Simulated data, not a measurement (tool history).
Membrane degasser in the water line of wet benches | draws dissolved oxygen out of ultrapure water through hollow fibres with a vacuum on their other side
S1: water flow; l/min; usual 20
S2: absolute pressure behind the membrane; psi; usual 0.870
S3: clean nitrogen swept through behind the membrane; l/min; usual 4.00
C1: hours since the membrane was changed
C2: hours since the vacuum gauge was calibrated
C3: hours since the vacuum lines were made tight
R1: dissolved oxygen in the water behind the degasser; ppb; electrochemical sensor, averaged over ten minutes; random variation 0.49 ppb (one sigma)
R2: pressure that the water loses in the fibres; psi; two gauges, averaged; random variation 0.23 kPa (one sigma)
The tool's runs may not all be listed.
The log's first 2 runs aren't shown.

run	hour	S1	S2	S3	C1	C2	C3	R1	R2
3	304.5	20	0.870	4.00	1232	436	5142	40.1	8.812
4	475.1	20	1.033	4.00	1403	607	5313	53.6	8.772
5	657.0	20	1.033	4.00	1585	789	5494	55.0	8.823
6	744.2	22	0.870	4.00	1672	876	5582	47.2	9.677
7	846.8	22	0.870	4.00	1775	979	5684	47.1	9.736
8	1013.6	22	0.870	4.00	1941	1145	5851	47.4	9.736
9	1119.7	20	0.870	4.00	2047	1252	5957	42.4	8.895
10	1271.1	20	0.870	4.00	2199	1403	6108	42.0	8.859
11	1440.0	20	0.870	4.00	2368	1572	6277	41.5	8.926
12	1633.2	22	0.870	4.00	2561	1765	6471	49.0	9.789
13	1721.6	20	0.870	9.66	2649	1853	6559	22.2	8.895
14	1861.2	20	0.870	4.00	2789	1993	6699	43.1	9.016
15	1976.9	15	0.870	4.00	2905	2109	6814	30.9	6.760
16	2067.1	23	0.870	4.00	2995	2199	6904	52.6	10.309
# hour 2082.8: vacuum gauge calibrated
17	2261.5	20	0.653	2.09	3189	179	7098	43.4	8.975
18	2344.3	22	1.537	4.82	3271	261	7181	97.1	9.844
19	2506.0	24	1.678	2.88	3433	423	7343	185.6	10.804
# hour 2537.3: vacuum gauge calibrated, once more
20	2694.7	24	1.678	2.88	3621	157	7531	182.0	10.702

Forecast run 21:
# hour 2850.6: seals of the vacuum lines changed
21	2885.9	18	0.696	2.88	3811	347	35	?	?

Run 21 gave R1 28.2 ppb, R2 8.134 psi.
Without the tool's hidden state the same run would have given R1 27.0 ppb, R2 7.844 psi.
